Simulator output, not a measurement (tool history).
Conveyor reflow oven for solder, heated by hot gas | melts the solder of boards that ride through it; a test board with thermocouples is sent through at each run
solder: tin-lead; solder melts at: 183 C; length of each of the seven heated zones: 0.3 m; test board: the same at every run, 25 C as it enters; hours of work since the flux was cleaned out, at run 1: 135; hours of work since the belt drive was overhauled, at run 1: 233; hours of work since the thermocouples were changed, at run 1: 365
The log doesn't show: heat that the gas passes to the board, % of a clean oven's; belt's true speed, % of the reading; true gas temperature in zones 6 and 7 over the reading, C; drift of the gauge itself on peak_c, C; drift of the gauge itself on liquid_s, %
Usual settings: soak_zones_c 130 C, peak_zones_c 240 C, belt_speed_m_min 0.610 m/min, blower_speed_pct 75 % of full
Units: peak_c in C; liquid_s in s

run	hour	soak_zones_c	peak_zones_c	belt_speed_m_min	blower_speed_pct	hours of work since the flux was cleaned out	hours of work since the belt drive was overhauled	hours of work since the thermocouples were changed	peak_c	liquid_s
1	0.0	130	240	0.610	75	135	233	365	221.8	45.0
2	43.2	123	240	0.610	75	162	260	392	220.3	42.2
3	71.9	123	240	0.610	75	180	277	409	220.3	42.3
# hour 104.5: flux residue cleaned out of gas plates and filters
4	107.8	123	240	0.610	75	2	297	429	222.3	43.8
5	161.9	130	240	0.610	75	36	331	462	223.0	45.6
6	205.0	130	240	0.610	75	63	357	489	222.8	45.4
7	254.8	130	240	0.610	75	94	389	521	222.6	45.2
8	308.3	130	240	0.610	75	127	422	554	222.3	45.4
9	345.9	130	240	0.610	75	151	445	577	222.2	45.1
10	406.8	130	240	0.610	75	189	483	615	221.7	45.1
# hour 427.2: flux residue cleaned out of gas plates and filters
11	475.4	130	240	0.610	75	30	523	655	223.4	46.4
12	502.6	130	240	0.610	75	47	540	672	223.5	46.2
# hour 510.4: belt drive overhauled, speed set with a stopwatch
13	552.0	130	240	0.610	75	75	26	701	223.1	46.4
14	600.6	130	240	0.610	75	106	56	731	223.3	46.0
15	637.5	137	251	0.511	68	129	79	754	238.7	65.0
16	684.9	137	251	0.511	68	158	109	783	238.1	64.8
17	712.8	130	235	0.625	75	176	126	801	217.5	41.5
18	739.4	117	237	0.541	77	192	143	818	222.6	48.8
# hour 750.0: flux residue cleaned out of gas plates and filters
# hour 762.9: belt drive overhauled, speed set with a stopwatch, once more
19	779.1	130	251	0.570	75	16	10	837	235.3	54.5
# hour 797.2: thermocouples of zones 6 and 7 changed
20	817.4	143	240	0.716	73	38	33	13	218.5	38.7
21	866.8	143	240	0.716	73	69	64	43	218.0	39.0
22	929.5	143	240	0.716	73	108	103	83	217.9	38.3
23	992.9	143	240	0.716	73	148	142	122	217.4	38.0

5 ways to go on from here, each from the tool as it stands after run 23. What would each give?
A	1031.6	130	247	0.717	75	172	167	146	?	?
B	1031.6	143	240	0.699	54	172	167	146	?	?
C	1031.6	121	240	0.610	79	172	167	146	?	?
D	1031.6	127	240	0.610	75	172	167	146	?	?
E	1031.6	143	240	0.578	73	172	167	146	?	?

run	peak_c	liquid_s
A	220.6	37.0
B	214.3	36.7
C	220.1	42.0
D	220.5	43.1
E	224.8	52.1
Without the tool's hidden state the same runs would have given:
run	peak_c	liquid_s
A	222.3	37.8
B	215.6	37.4
C	221.6	42.9
D	221.9	43.9
E	225.9	52.5
